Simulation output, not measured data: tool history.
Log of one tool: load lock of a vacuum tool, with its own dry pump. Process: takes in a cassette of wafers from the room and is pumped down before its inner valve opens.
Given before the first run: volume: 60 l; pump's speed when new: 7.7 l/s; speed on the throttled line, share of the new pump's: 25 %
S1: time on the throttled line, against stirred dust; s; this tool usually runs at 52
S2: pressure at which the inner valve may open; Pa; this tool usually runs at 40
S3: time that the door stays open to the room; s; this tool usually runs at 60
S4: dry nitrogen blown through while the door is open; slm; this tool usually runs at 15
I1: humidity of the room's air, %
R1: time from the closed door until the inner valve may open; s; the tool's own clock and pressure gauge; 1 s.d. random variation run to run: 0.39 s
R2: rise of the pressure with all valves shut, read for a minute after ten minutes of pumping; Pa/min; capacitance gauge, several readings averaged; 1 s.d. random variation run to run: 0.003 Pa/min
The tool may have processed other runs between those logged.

{"run": 1, "hour": 0.0, "S1": 52, "S2": 40, "S3": 60, "S4": 15, "I1": 42.5, "R1": 104.7, "R2": 0.067}
{"run": 2, "hour": 165.2, "S1": 52, "S2": 40, "S3": 60, "S4": 15, "I1": 44.3, "R1": 104.7, "R2": 0.068}
{"run": 3, "hour": 276.6, "S1": 52, "S2": 40, "S3": 60, "S4": 15, "I1": 46.6, "R1": 106.0, "R2": 0.07}
{"run": 4, "hour": 402.8, "S1": 52, "S2": 40, "S3": 60, "S4": 15, "I1": 44.2, "R1": 104.4, "R2": 0.074}
{"run": 5, "hour": 619.9, "S1": 27, "S2": 40, "S3": 60, "S4": 15, "I1": 42.3, "R1": 86.6, "R2": 0.074}
{"run": 6, "hour": 765.1, "S1": 92, "S2": 40, "S3": 60, "S4": 15, "I1": 45.8, "R1": 134.2, "R2": 0.07}
{"run": 7, "hour": 883.2, "S1": 92, "S2": 40, "S3": 183, "S4": 15, "I1": 43.7, "R1": 134.0, "R2": 0.119}
{"run": 8, "hour": 1097.3, "S1": 92, "S2": 40, "S3": 183, "S4": 15, "I1": 42.3, "R1": 134.0, "R2": 0.12}
{"run": 9, "hour": 1228.3, "S1": 52, "S2": 39, "S3": 60, "S4": 15, "I1": 41.8, "R1": 105.6, "R2": 0.069}
{"run": 10, "hour": 1335.8, "S1": 52, "S2": 39, "S3": 60, "S4": 41, "I1": 45.7, "R1": 105.2, "R2": 0.06}
{"run": 11, "hour": 1462.7, "S1": 52, "S2": 40, "S3": 63, "S4": 15, "I1": 44.3, "R1": 105.5, "R2": 0.073}
{"run": 12, "hour": 1655.1, "S1": 52, "S2": 40, "S3": 63, "S4": 15, "I1": 44.1, "R1": 105.0, "R2": 0.078}
{"run": 13, "hour": 1779.2, "S1": 52, "S2": 40, "S3": 63, "S4": 15, "I1": 42.3, "R1": 104.6, "R2": 0.078}
{"run": 14, "hour": 1968.1, "S1": 52, "S2": 40, "S3": 90, "S4": 15, "I1": 44.5, "R1": 105.6, "R2": 0.092}
{"run": 15, "hour": 2100.8, "S1": 52, "S2": 40, "S3": 60, "S4": 30, "I1": 45.4, "R1": 105.3, "R2": 0.067}
{"run": 16, "hour": 2201.8, "S1": 52, "S2": 40, "S3": 60, "S4": 30, "I1": 43.3, "R1": 105.6, "R2": 0.061}
{"run": 17, "hour": 2364.6, "S1": 52, "S2": 40, "S3": 60, "S4": 30, "I1": 42.3, "R1": 106.2, "R2": 0.067}
{"run": 18, "hour": 2516.0, "S1": 60, "S2": 40, "S3": 60, "S4": 30, "I1": 44.8, "R1": 112.2, "R2": 0.064}
{"run": 19, "hour": 2621.1, "S1": 42, "S2": 55, "S3": 58, "S4": 6, "I1": 45.3, "R1": 95.3, "R2": 0.094}
{"run": 20, "hour": 2847.4, "S1": 33, "S2": 43, "S3": 36, "S4": 9, "I1": 44.1, "R1": 91.7, "R2": 0.075}
{"run": 21, "hour": 3052.9, "S1": 28, "S2": 40, "S3": 40, "S4": 24, "I1": 45.6, "R1": 88.0, "R2": 0.066}
{"run": 22, "hour": 3237.7, "S1": 42, "S2": 40, "S3": 32, "S4": 15, "I1": 43.0, "R1": 99.0, "R2": 0.074}
{"run": 23, "hour": 3337.5, "S1": 52, "S2": 40, "S3": 73, "S4": 5, "I1": 47.5, "R1": 106.3, "R2": 0.115}
{"run": 24, "hour": 3453.4, "S1": 47, "S2": 36, "S3": 124, "S4": 19, "I1": 43.6, "R1": 103.2, "R2": 0.108}
{"run": 25, "hour": 3660.2, "S1": 52, "S2": 39, "S3": 60, "S4": 15, "I1": 43.3, "R1": 106.4, "R2": 0.088}
{"run": 26, "hour": 3817.0, "S1": 52, "S2": 53, "S3": 127, "S4": 22, "I1": 46.5, "R1": 103.7, "R2": 0.106}
{"run": 27, "hour": 3979.0, "S1": 52, "S2": 53, "S3": 127, "S4": 22, "I1": 42.3, "R1": 104.2, "R2": 0.102}
{"run": 28, "hour": 4154.0, "S1": 52, "S2": 53, "S3": 127, "S4": 22, "I1": 44.2, "R1": 104.9, "R2": 0.106}
{"run": 29, "hour": 4246.9, "S1": 52, "S2": 40, "S3": 60, "S4": 31, "I1": 45.5, "R1": 106.4, "R2": 0.075}
{"run": 30, "hour": 4374.5, "S1": 52, "S2": 40, "S3": 60, "S4": 31, "I1": 43.4, "R1": 106.5, "R2": 0.076}
{"run": 31, "hour": 4513.2, "S1": 92, "S2": 40, "S3": 60, "S4": 31, "I1": 43.0, "R1": 134.4, "R2": 0.08}
{"run": 32, "hour": 4712.3, "S1": 27, "S2": 36, "S3": 60, "S4": 15, "I1": 45.7, "R1": 89.2, "R2": 0.098}
{"run": 33, "hour": 4853.4, "S1": 44, "S2": 40, "S3": 32, "S4": 44, "I1": 42.1, "R1": 100.8, "R2": 0.072}
{"run": 34, "hour": 5012.0, "S1": 85, "S2": 40, "S3": 32, "S4": 14, "I1": 46.8, "R1": 130.0, "R2": 0.084}
{"run": 35, "hour": 5149.0, "S1": 52, "S2": 40, "S3": 60, "S4": 15, "I1": 44.7, "R1": 107.2, "R2": 0.095}
{"run": 36, "hour": 5338.5, "S1": 50, "S2": 30, "S3": 72, "S4": 15, "I1": 45.9, "R1": 107.7, "R2": 0.105}

Each row is a separate what-if for the run after 36, all from the same tool condition, not one after another. Results?
{"run": "A", "hour": 5563.6, "S1": 35, "S2": 40, "S3": 60, "S4": 34, "I1": 46.1, "R1": "?", "R2": "?"}
{"run": "B", "hour": 5563.6, "S1": 50, "S2": 39, "S3": 94, "S4": 7, "I1": 43.7, "R1": "?", "R2": "?"}
{"run": "C", "hour": 5563.6, "S1": 50, "S2": 30, "S3": 72, "S4": 10, "I1": 47.3, "R1": "?", "R2": "?"}
{"run": "D", "hour": 5563.6, "S1": 50, "S2": 63, "S3": 72, "S4": 8, "I1": 46.2, "R1": "?", "R2": "?"}
{"run": "E", "hour": 5563.6, "S1": 50, "S2": 30, "S3": 30, "S4": 7, "I1": 48.4, "R1": "?", "R2": "?"}

run=A R1=94.3 R2=0.082
run=B R1=104.8 R2=0.128
run=C R1=107.7 R2=0.113
run=D R1=102.0 R2=0.116
run=E R1=107.8 R2=0.096
Without the tool's hidden state the same runs would have given:
run=A R1=86.8 R2=0.024
run=B R1=97.9 R2=0.069
run=C R1=100.4 R2=0.055
run=D R1=95.5 R2=0.057
run=E R1=100.5 R2=0.037
